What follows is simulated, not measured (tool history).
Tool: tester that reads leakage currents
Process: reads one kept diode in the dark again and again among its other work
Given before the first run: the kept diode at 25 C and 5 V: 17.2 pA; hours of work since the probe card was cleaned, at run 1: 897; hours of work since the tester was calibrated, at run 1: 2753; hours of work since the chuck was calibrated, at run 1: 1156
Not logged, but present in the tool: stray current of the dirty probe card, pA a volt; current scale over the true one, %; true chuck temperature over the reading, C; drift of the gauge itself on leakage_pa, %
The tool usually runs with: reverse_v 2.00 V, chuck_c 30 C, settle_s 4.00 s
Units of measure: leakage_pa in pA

run	hour	reverse_v	chuck_c	settle_s	hours of work since the probe card was cleaned	hours of work since the tester was calibrated	hours of work since the chuck was calibrated	leakage_pa
1	0.0	2.00	30	4.00	897	2753	1156	19.61
2	91.2	3.94	30	4.00	963	2820	1222	27.45
3	175.3	3.94	38	4.00	1024	2881	1283	48.90
# hour 202.0: tester calibrated
4	240.2	3.94	38	4.00	1069	28	1329	47.59
5	300.5	3.94	38	4.00	1113	71	1373	47.99
6	405.1	2.00	30	4.00	1189	147	1448	19.56
7	500.1	2.00	30	4.00	1258	216	1517	19.91
8	557.8	2.00	30	4.00	1299	258	1559	19.97
9	632.6	2.00	30	4.00	1354	312	1613	20.09
10	685.9	2.00	30	4.00	1392	351	1652	20.26
11	742.3	2.00	30	4.00	1433	392	1693	20.14
12	832.3	2.00	30	4.00	1498	457	1758	20.47
13	888.2	2.00	30	4.00	1539	497	1799	20.30
14	958.9	2.00	30	4.00	1590	549	1850	20.51
15	1024.6	2.58	45	1.97	1638	596	1897	66.91
16	1087.1	2.58	45	1.97	1683	641	1943	67.05
17	1156.6	2.24	22	4.00	1733	692	1993	12.45
18	1265.2	10.02	21	0.50	1812	771	2072	31.72
# hour 1277.4: chuck's temperature calibrated
19	1395.2	3.22	20	0.50	1905	863	85	15.42
20	1456.9	3.22	20	0.50	1949	908	130	15.47
21	1525.8	2.19	46	4.00	1999	958	180	69.47
# hour 1537.8: chuck's temperature calibrated, once more
22	1594.6	2.19	46	4.00	2048	1006	41	57.51
23	1672.8	2.19	35	4.00	2105	1063	98	27.03
24	1741.8	12.49	23	4.00	2154	1113	148	31.15
25	1844.8	12.49	23	4.00	2229	1188	222	31.60
26	1945.1	12.49	23	4.00	2302	1260	295	32.10
# hour 1974.9: probe card cleaned and baked
27	2045.5	12.49	23	4.00	51	1331	366	24.63

How would selected steps in leakage_pa from run to run divide? Give the signed amount a tool lacking its hidden state would still show from settings, what came in and random variation, and the signed amount left for the hidden state, including any gauge scatter that is not in both of the compared results.
Run 16 -> 17: reverse_v 2.58 -> 2.24, chuck_c 45 -> 22, settle_s 1.97 -> 4.00. leakage_pa -54.60 pA: hidden state -7.73, all else -46.87.
Run 20 -> 21: reverse_v 3.22 -> 2.19, chuck_c 20 -> 46, settle_s 0.50 -> 4.00. leakage_pa +54.00 pA: hidden state +9.70, all else +44.30.
Run 21 -> 22: chuck's temperature calibrated, once more. leakage_pa -11.96 pA: hidden state -12.30, all else +0.34.

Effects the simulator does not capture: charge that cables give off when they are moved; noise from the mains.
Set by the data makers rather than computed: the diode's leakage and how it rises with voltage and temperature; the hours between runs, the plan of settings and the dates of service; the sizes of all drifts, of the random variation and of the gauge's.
